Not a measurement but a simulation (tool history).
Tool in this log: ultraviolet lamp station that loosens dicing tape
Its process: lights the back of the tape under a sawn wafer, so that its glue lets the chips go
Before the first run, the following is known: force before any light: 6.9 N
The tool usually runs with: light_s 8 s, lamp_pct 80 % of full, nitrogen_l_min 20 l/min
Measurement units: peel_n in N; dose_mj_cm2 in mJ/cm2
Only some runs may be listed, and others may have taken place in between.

run 1 hour=0 | light_s=8 lamp_pct=80 nitrogen_l_min=20 | peel_n=0.843 dose_mj_cm2=310
run 2 hour=76.5 | light_s=8 lamp_pct=80 nitrogen_l_min=16 | peel_n=1.027 dose_mj_cm2=294
-- hour=122 window cleaned of glue's vapour
run 3 hour=126.2 | light_s=8 lamp_pct=67 nitrogen_l_min=20 | peel_n=1.049 dose_mj_cm2=276
run 4 hour=221.6 | light_s=8 lamp_pct=67 nitrogen_l_min=20 | peel_n=1.12 dose_mj_cm2=266
run 5 hour=318.8 | light_s=8 lamp_pct=67 nitrogen_l_min=20 | peel_n=1.286 dose_mj_cm2=249
run 6 hour=397.7 | light_s=8 lamp_pct=67 nitrogen_l_min=20 | peel_n=1.39 dose_mj_cm2=235
run 7 hour=477.4 | light_s=8 lamp_pct=80 nitrogen_l_min=24 | peel_n=1.102 dose_mj_cm2=262
-- hour=484.7 window cleaned of glue's vapour
run 8 hour=561 | light_s=8 lamp_pct=80 nitrogen_l_min=20 | peel_n=0.965 dose_mj_cm2=293
run 9 hour=652.2 | light_s=8 lamp_pct=80 nitrogen_l_min=20 | peel_n=1.091 dose_mj_cm2=277
run 10 hour=742.7 | light_s=9 lamp_pct=80 nitrogen_l_min=20 | peel_n=0.945 dose_mj_cm2=294
run 11 hour=790.4 | light_s=8 lamp_pct=92 nitrogen_l_min=20 | peel_n=0.989 dose_mj_cm2=294
-- hour=842.7 window cleaned of glue's vapour
run 12 hour=893.2 | light_s=8 lamp_pct=92 nitrogen_l_min=20 | peel_n=0.898 dose_mj_cm2=313
run 13 hour=974.9 | light_s=8 lamp_pct=92 nitrogen_l_min=20 | peel_n=0.945 dose_mj_cm2=293
run 14 hour=1056.6 | light_s=8 lamp_pct=92 nitrogen_l_min=20 | peel_n=1.06 dose_mj_cm2=284
-- hour=1084.9 lamp changed
run 15 hour=1143.4 | light_s=8 lamp_pct=92 nitrogen_l_min=20 | peel_n=0.639 dose_mj_cm2=353
run 16 hour=1190 | light_s=8 lamp_pct=92 nitrogen_l_min=20 | peel_n=0.676 dose_mj_cm2=347
-- hour=1205.8 window cleaned of glue's vapour
run 17 hour=1266.1 | light_s=8 lamp_pct=92 nitrogen_l_min=20 | peel_n=0.554 dose_mj_cm2=384
run 18 hour=1336.5 | light_s=8 lamp_pct=79 nitrogen_l_min=35 | peel_n=0.676 dose_mj_cm2=320
run 19 hour=1430.7 | light_s=8 lamp_pct=79 nitrogen_l_min=35 | peel_n=0.795 dose_mj_cm2=298
run 20 hour=1524.1 | light_s=8 lamp_pct=79 nitrogen_l_min=19 | peel_n=1.069 dose_mj_cm2=277
-- hour=1563.5 window cleaned of glue's vapour
run 21 hour=1616 | light_s=8 lamp_pct=80 nitrogen_l_min=23 | peel_n=0.817 dose_mj_cm2=307
run 22 hour=1670 | light_s=9 lamp_pct=74 nitrogen_l_min=24 | peel_n=0.79 dose_mj_cm2=309
run 23 hour=1718.6 | light_s=7 lamp_pct=62 nitrogen_l_min=31 | peel_n=1.581 dose_mj_cm2=197
run 24 hour=1778.3 | light_s=7 lamp_pct=62 nitrogen_l_min=31 | peel_n=1.681 dose_mj_cm2=190
run 25 hour=1861.2 | light_s=6 lamp_pct=60 nitrogen_l_min=29 | peel_n=2.338 dose_mj_cm2=151
-- hour=1926.6 window cleaned of glue's vapour
run 26 hour=1953.9 | light_s=6 lamp_pct=60 nitrogen_l_min=29 | peel_n=2.127 dose_mj_cm2=161

3 options for the next run, each taken on its own from the tool as it stands now. Forecast them:
run A hour=2006.4 | light_s=13 lamp_pct=63 nitrogen_l_min=29 | peel_n=? dose_mj_cm2=?
run B hour=2006.4 | light_s=11 lamp_pct=97 nitrogen_l_min=10 | peel_n=? dose_mj_cm2=?
run C hour=2006.4 | light_s=10 lamp_pct=86 nitrogen_l_min=29 | peel_n=? dose_mj_cm2=?

run=A peel_n=0.565 dose_mj_cm2=355
run=B peel_n=0.528 dose_mj_cm2=466
run=C peel_n=0.493 dose_mj_cm2=377
The same runs, with their run-to-run variation unchanged, on a tool lacking any hidden condition would have given:
run=A peel_n=0.326 dose_mj_cm2=461
run=B peel_n=0.307 dose_mj_cm2=605
run=C peel_n=0.286 dose_mj_cm2=490
